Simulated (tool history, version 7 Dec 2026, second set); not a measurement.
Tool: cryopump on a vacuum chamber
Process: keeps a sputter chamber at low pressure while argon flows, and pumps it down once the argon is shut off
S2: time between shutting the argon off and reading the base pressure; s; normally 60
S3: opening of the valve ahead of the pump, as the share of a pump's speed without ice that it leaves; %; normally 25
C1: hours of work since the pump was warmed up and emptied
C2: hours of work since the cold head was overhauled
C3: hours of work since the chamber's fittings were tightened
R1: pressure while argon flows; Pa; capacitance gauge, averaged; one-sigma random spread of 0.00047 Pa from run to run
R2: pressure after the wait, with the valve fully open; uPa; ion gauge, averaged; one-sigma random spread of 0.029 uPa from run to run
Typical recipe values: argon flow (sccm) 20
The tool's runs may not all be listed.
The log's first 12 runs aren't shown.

run 13 hour=552.2 | argon_flow_(sccm)=20 S2=60 S3=31 | C1=753 C2=1958 C3=192 | R1=0.0866 R2=1.56
run 14 hour=613.5 | argon_flow_(sccm)=20 S2=112 S3=25 | C1=805 C2=2010 C3=243 | R1=0.1079 R2=1.05
run 15 hour=669.1 | argon_flow_(sccm)=20 S2=60 S3=25 | C1=852 C2=2057 C3=290 | R1=0.1072 R2=1.67
run 16 hour=698.9 | argon_flow_(sccm)=20 S2=60 S3=25 | C1=877 C2=2082 C3=315 | R1=0.1072 R2=1.66
run 17 hour=751.3 | argon_flow_(sccm)=20 S2=60 S3=25 | C1=921 C2=2126 C3=359 | R1=0.1076 R2=1.68
run 18 hour=797.4 | argon_flow_(sccm)=20 S2=60 S3=25 | C1=960 C2=2165 C3=398 | R1=0.1076 R2=1.76
run 19 hour=862.9 | argon_flow_(sccm)=20 S2=60 S3=25 | C1=1015 C2=2220 C3=453 | R1=0.1084 R2=1.82
run 20 hour=906.5 | argon_flow_(sccm)=20 S2=60 S3=25 | C1=1051 C2=2256 C3=490 | R1=0.1084 R2=1.81
run 21 hour=958.8 | argon_flow_(sccm)=20 S2=60 S3=25 | C1=1095 C2=2300 C3=534 | R1=0.1090 R2=1.81

Expected results for the next run?
run 22 hour=1010.1 | argon_flow_(sccm)=20 S2=60 S3=25 | C1=1139 C2=2344 C3=577 | R1=? R2=?

Run 22 gave R1 0.1095 Pa, R2 1.84 uPa.
Had the tool carried no hidden state, the very same run would have given R1 0.1044 Pa, R2 1.38 uPa.

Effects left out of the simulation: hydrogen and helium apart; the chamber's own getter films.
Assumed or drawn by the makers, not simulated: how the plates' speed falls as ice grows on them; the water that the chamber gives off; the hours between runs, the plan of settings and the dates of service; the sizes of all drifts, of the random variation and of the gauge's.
